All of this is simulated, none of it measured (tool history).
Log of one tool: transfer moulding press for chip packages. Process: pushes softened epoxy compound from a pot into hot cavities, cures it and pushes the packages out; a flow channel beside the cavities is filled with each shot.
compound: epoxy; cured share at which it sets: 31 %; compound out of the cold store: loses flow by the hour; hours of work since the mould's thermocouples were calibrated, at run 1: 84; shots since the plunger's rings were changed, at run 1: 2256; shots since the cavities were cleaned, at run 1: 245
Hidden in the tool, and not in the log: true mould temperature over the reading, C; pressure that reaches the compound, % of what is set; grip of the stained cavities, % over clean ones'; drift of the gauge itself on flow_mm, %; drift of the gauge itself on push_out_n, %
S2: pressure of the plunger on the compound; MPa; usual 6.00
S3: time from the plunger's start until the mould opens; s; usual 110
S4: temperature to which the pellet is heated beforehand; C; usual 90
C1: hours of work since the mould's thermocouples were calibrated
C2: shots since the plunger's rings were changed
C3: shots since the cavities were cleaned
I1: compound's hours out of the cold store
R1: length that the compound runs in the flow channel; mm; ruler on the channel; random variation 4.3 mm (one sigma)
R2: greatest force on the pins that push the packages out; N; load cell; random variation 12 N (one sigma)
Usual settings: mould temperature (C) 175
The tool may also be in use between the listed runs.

{"run": 1, "hour": 0.0, "mould temperature (C)": 175, "S2": 6.0, "S3": 110, "S4": 90, "C1": 84, "C2": 2256, "C3": 245, "I1": 36.2, "R1": 778, "R2": 559}
{"hour": 45.6, "done": "cavities cleaned with cleaning compound and waxed"}
{"run": 2, "hour": 56.9, "mould temperature (C)": 175, "S2": 6.0, "S3": 110, "S4": 90, "C1": 123, "C2": 2891, "C3": 130, "I1": 12.7, "R1": 870, "R2": 576}
{"run": 3, "hour": 81.7, "mould temperature (C)": 175, "S2": 6.0, "S3": 110, "S4": 90, "C1": 141, "C2": 3175, "C3": 414, "I1": 16.4, "R1": 855, "R2": 598}
{"hour": 107.8, "done": "plunger's sealing rings changed"}
{"hour": 113.7, "done": "cavities cleaned with cleaning compound and waxed"}
{"run": 4, "hour": 141.3, "mould temperature (C)": 175, "S2": 6.0, "S3": 110, "S4": 90, "C1": 181, "C2": 367, "C3": 316, "I1": 19.0, "R1": 840, "R2": 569}
{"hour": 183.3, "done": "cavities cleaned with cleaning compound and waxed"}
{"run": 5, "hour": 198.7, "mould temperature (C)": 175, "S2": 6.0, "S3": 110, "S4": 90, "C1": 221, "C2": 1008, "C3": 176, "I1": 47.7, "R1": 733, "R2": 548}
{"run": 6, "hour": 242.3, "mould temperature (C)": 175, "S2": 6.0, "S3": 110, "S4": 90, "C1": 252, "C2": 1508, "C3": 676, "I1": 27.4, "R1": 809, "R2": 564}
{"hour": 252.6, "done": "cavities cleaned with cleaning compound and waxed"}
{"run": 7, "hour": 292.9, "mould temperature (C)": 175, "S2": 6.0, "S3": 110, "S4": 90, "C1": 287, "C2": 2071, "C3": 462, "I1": 22.9, "R1": 834, "R2": 568}
{"hour": 318.0, "done": "cavities cleaned with cleaning compound and waxed"}
{"run": 8, "hour": 321.1, "mould temperature (C)": 175, "S2": 6.0, "S3": 94, "S4": 90, "C1": 306, "C2": 2378, "C3": 36, "I1": 38.0, "R1": 762, "R2": 722}
{"run": 9, "hour": 358.1, "mould temperature (C)": 175, "S2": 6.0, "S3": 110, "S4": 90, "C1": 333, "C2": 2802, "C3": 460, "I1": 34.2, "R1": 782, "R2": 531}
{"hour": 383.4, "done": "cavities cleaned with cleaning compound and waxed"}
{"run": 10, "hour": 385.1, "mould temperature (C)": 175, "S2": 6.0, "S3": 110, "S4": 90, "C1": 351, "C2": 3095, "C3": 20, "I1": 27.9, "R1": 810, "R2": 567}
{"hour": 417.8, "done": "plunger's sealing rings changed"}
{"run": 11, "hour": 421.2, "mould temperature (C)": 175, "S2": 6.0, "S3": 110, "S4": 90, "C1": 375, "C2": 39, "C3": 405, "I1": 10.6, "R1": 881, "R2": 578}
{"hour": 452.9, "done": "cavities cleaned with cleaning compound and waxed"}
{"run": 12, "hour": 462.4, "mould temperature (C)": 175, "S2": 7.48, "S3": 110, "S4": 90, "C1": 403, "C2": 494, "C3": 109, "I1": 33.1, "R1": 881, "R2": 528}
{"run": 13, "hour": 505.0, "mould temperature (C)": 175, "S2": 7.48, "S3": 110, "S4": 90, "C1": 434, "C2": 983, "C3": 598, "I1": 40.3, "R1": 840, "R2": 548}
{"hour": 521.5, "done": "cavities cleaned with cleaning compound and waxed"}
{"run": 14, "hour": 558.4, "mould temperature (C)": 175, "S2": 7.48, "S3": 110, "S4": 90, "C1": 471, "C2": 1578, "C3": 423, "I1": 38.7, "R1": 846, "R2": 564}
{"hour": 588.9, "done": "cavities cleaned with cleaning compound and waxed"}
{"run": 15, "hour": 607.4, "mould temperature (C)": 170, "S2": 6.8, "S3": 125, "S4": 80, "C1": 505, "C2": 2123, "C3": 212, "I1": 22.1, "R1": 904, "R2": 619}
{"run": 16, "hour": 648.2, "mould temperature (C)": 170, "S2": 6.8, "S3": 125, "S4": 80, "C1": 534, "C2": 2591, "C3": 680, "I1": 9.4, "R1": 968, "R2": 638}
{"hour": 656.4, "done": "cavities cleaned with cleaning compound and waxed"}
{"run": 17, "hour": 687.4, "mould temperature (C)": 175, "S2": 6.94, "S3": 105, "S4": 92, "C1": 561, "C2": 3023, "C3": 355, "I1": 46.3, "R1": 793, "R2": 563}
{"hour": 725.5, "done": "plunger's sealing rings changed"}
{"hour": 727.0, "done": "cavities cleaned with cleaning compound and waxed"}
{"run": 18, "hour": 735.2, "mould temperature (C)": 169, "S2": 5.22, "S3": 110, "S4": 90, "C1": 592, "C2": 93, "C3": 93, "I1": 10.6, "R1": 845, "R2": 888}
{"hour": 792.8, "done": "cavities cleaned with cleaning compound and waxed"}
{"run": 19, "hour": 794.5, "mould temperature (C)": 169, "S2": 5.22, "S3": 110, "S4": 90, "C1": 633, "C2": 756, "C3": 19, "I1": 47.2, "R1": 705, "R2": 773}
{"run": 20, "hour": 842.4, "mould temperature (C)": 178, "S2": 6.0, "S3": 134, "S4": 91, "C1": 668, "C2": 1306, "C3": 569, "I1": 21.6, "R1": 821, "R2": 455}
{"hour": 858.9, "done": "cavities cleaned with cleaning compound and waxed"}
{"run": 21, "hour": 882.9, "mould temperature (C)": 175, "S2": 7.07, "S3": 112, "S4": 91, "C1": 696, "C2": 1753, "C3": 275, "I1": 36.4, "R1": 836, "R2": 533}
{"hour": 924.8, "done": "cavities cleaned with cleaning compound and waxed"}
{"run": 22, "hour": 943.0, "mould temperature (C)": 175, "S2": 7.07, "S3": 112, "S4": 91, "C1": 738, "C2": 2425, "C3": 209, "I1": 16.7, "R1": 923, "R2": 548}
{"run": 23, "hour": 988.3, "mould temperature (C)": 175, "S2": 7.23, "S3": 109, "S4": 90, "C1": 770, "C2": 2945, "C3": 729, "I1": 27.4, "R1": 889, "R2": 577}
{"hour": 994.7, "done": "cavities cleaned with cleaning compound and waxed"}
{"hour": 1020.8, "done": "mould's thermocouples calibrated"}
{"hour": 1035.5, "done": "plunger's sealing rings changed"}
{"run": 24, "hour": 1051.5, "mould temperature (C)": 176, "S2": 5.02, "S3": 116, "S4": 95, "C1": 20, "C2": 183, "C3": 600, "I1": 11.5, "R1": 800, "R2": 512}
{"hour": 1067.7, "done": "cavities cleaned with cleaning compound and waxed"}
{"run": 25, "hour": 1097.6, "mould temperature (C)": 176, "S2": 5.02, "S3": 116, "S4": 95, "C1": 52, "C2": 694, "C3": 342, "I1": 33.5, "R1": 712, "R2": 489}
{"hour": 1134.9, "done": "cavities cleaned with cleaning compound and waxed"}
{"run": 26, "hour": 1135.8, "mould temperature (C)": 181, "S2": 6.0, "S3": 111, "S4": 90, "C1": 78, "C2": 1116, "C3": 11, "I1": 29.3, "R1": 777, "R2": 448}
{"run": 27, "hour": 1183.8, "mould temperature (C)": 175, "S2": 5.56, "S3": 110, "S4": 98, "C1": 113, "C2": 1665, "C3": 560, "I1": 20.4, "R1": 808, "R2": 588}

How the hidden state differs across the entries between the runs, from the last listed run before each to the first after it:
Between runs 1 and 2: cavities cleaned with cleaning compound and waxed (hour 45.6)
  pressure that reaches the compound, % of what is set: 99.93 -> 99.91; grip of the stained cavities, % over clean ones': 0.3 -> 0.2
Between runs 3 and 4: plunger's sealing rings changed (hour 107.8); cavities cleaned with cleaning compound and waxed (hour 113.7)
  pressure that reaches the compound, % of what is set: 99.9 -> 99.99; grip of the stained cavities, % over clean ones': 0.5 -> 0.4
Between runs 4 and 5: cavities cleaned with cleaning compound and waxed (hour 183.3)
  pressure that reaches the compound, % of what is set: 99.99 -> 99.97; grip of the stained cavities, % over clean ones': 0.4 -> 0.3
Between runs 6 and 7: cavities cleaned with cleaning compound and waxed (hour 252.6)
  pressure that reaches the compound, % of what is set: 99.96 -> 99.94; grip of the stained cavities, % over clean ones': 0.6 -> 0.5
Between runs 7 and 8: cavities cleaned with cleaning compound and waxed (hour 318.0)
  pressure that reaches the compound, % of what is set: 99.94 -> 99.93; grip of the stained cavities, % over clean ones': 0.5 -> 0.1
Between runs 9 and 10: cavities cleaned with cleaning compound and waxed (hour 383.4)
  pressure that reaches the compound, % of what is set: 99.92 -> 99.91; grip of the stained cavities, % over clean ones': 0.5 -> 0.1
Between runs 10 and 11: plunger's sealing rings changed (hour 417.8)
  pressure that reaches the compound, % of what is set: 99.91 -> 100; grip of the stained cavities, % over clean ones': 0.1 -> 0.5
Between runs 11 and 12: cavities cleaned with cleaning compound and waxed (hour 452.9)
  pressure that reaches the compound, % of what is set: 100 -> 99.98; grip of the stained cavities, % over clean ones': 0.5 -> 0.1
Between runs 13 and 14: cavities cleaned with cleaning compound and waxed (hour 521.5)
  pressure that reaches the compound, % of what is set: 99.97 -> 99.95
Between runs 14 and 15: cavities cleaned with cleaning compound and waxed (hour 588.9)
  pressure that reaches the compound, % of what is set: 99.95 -> 99.94; grip of the stained cavities, % over clean ones': 0.5 -> 0.3
Between runs 16 and 17: cavities cleaned with cleaning compound and waxed (hour 656.4)
  pressure that reaches the compound, % of what is set: 99.92 -> 99.91; grip of the stained cavities, % over clean ones': 0.6 -> 0.4
Between runs 17 and 18: plunger's sealing rings changed (hour 725.5); cavities cleaned with cleaning compound and waxed (hour 727.0)
  pressure that reaches the compound, % of what is set: 99.91 -> 99.99; grip of the stained cavities, % over clean ones': 0.4 -> 0.2
Between runs 18 and 19: cavities cleaned with cleaning compound and waxed (hour 792.8)
  pressure that reaches the compound, % of what is set: 99.99 -> 99.97; grip of the stained cavities, % over clean ones': 0.2 -> 0
Between runs 20 and 21: cavities cleaned with cleaning compound and waxed (hour 858.9)
  pressure that reaches the compound, % of what is set: 99.96 -> 99.94; grip of the stained cavities, % over clean ones': 0.6 -> 0.3
Between runs 21 and 22: cavities cleaned with cleaning compound and waxed (hour 924.8)
  pressure that reaches the compound, % of what is set: 99.94 -> 99.93
Between runs 23 and 24: cavities cleaned with cleaning compound and waxed (hour 994.7); mould's thermocouples calibrated (hour 1020.8); plunger's sealing rings changed (hour 1035.5)
  true mould temperature over the reading, C: 0.01 -> 0; pressure that reaches the compound, % of what is set: 99.91 -> 99.99
Between runs 24 and 25: cavities cleaned with cleaning compound and waxed (hour 1067.7)
  pressure that reaches the compound, % of what is set: 99.99 -> 99.98; grip of the stained cavities, % over clean ones': 0.6 -> 0.4
Between runs 25 and 26: cavities cleaned with cleaning compound and waxed (hour 1134.9)
  pressure that reaches the compound, % of what is set: 99.98 -> 99.97; grip of the stained cavities, % over clean ones': 0.4 -> 0
